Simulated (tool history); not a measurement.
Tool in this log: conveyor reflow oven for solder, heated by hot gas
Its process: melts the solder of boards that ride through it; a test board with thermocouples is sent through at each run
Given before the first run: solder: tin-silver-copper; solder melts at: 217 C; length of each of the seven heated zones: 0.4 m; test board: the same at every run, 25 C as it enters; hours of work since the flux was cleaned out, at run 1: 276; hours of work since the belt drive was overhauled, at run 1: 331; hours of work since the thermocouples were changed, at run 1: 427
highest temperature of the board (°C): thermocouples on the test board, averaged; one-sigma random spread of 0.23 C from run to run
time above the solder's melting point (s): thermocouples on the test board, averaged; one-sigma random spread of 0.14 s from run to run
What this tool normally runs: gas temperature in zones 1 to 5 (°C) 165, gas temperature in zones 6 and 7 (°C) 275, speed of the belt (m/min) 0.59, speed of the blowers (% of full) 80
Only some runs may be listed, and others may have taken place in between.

run,hour,gas temperature in zones 1 to 5 (°C),gas temperature in zones 6 and 7 (°C),speed of the belt (m/min),speed of the blowers (% of full),hours of work since the flux was cleaned out,hours of work since the belt drive was overhauled,hours of work since the thermocouples were changed,highest temperature of the board (°C),time above the solder's melting point (s)
1,0,165,275,0.59,80,276,331,427,259.2,63.5
2,33,165,275,0.59,80,292,346,442,259.4,63.4
3,67,165,275,0.59,67,307,362,458,255.9,60.7
4,94.8,165,275,0.59,67,320,375,471,255.9,60.3
# hour 113.4: flux residue cleaned out of gas plates and filters
5,127.2,165,275,0.59,67,6,388,484,254.6,59.3
6,155.2,164,275,0.538,67,20,401,497,257.7,68
7,189.5,165,282,0.475,56,36,417,513,266.3,84.3
8,211.9,165,275,0.557,68,46,427,523,256.7,65.1
9,249.1,172,275,0.627,54,63,445,541,249.9,53

Run 10 is up next; what results do you expect?
10,274.1,178,265,0.498,64,75,456,552,?,?

{"run 10": {"highest temperature of the board (°C)": 252.5, "time above the solder's melting point (s)": 75.7}}
If the tool had no hidden condition, the same run with the same run-to-run variation would have returned highest temperature of the board (°C) 255.4, time above the solder's melting point (s) 78.5.
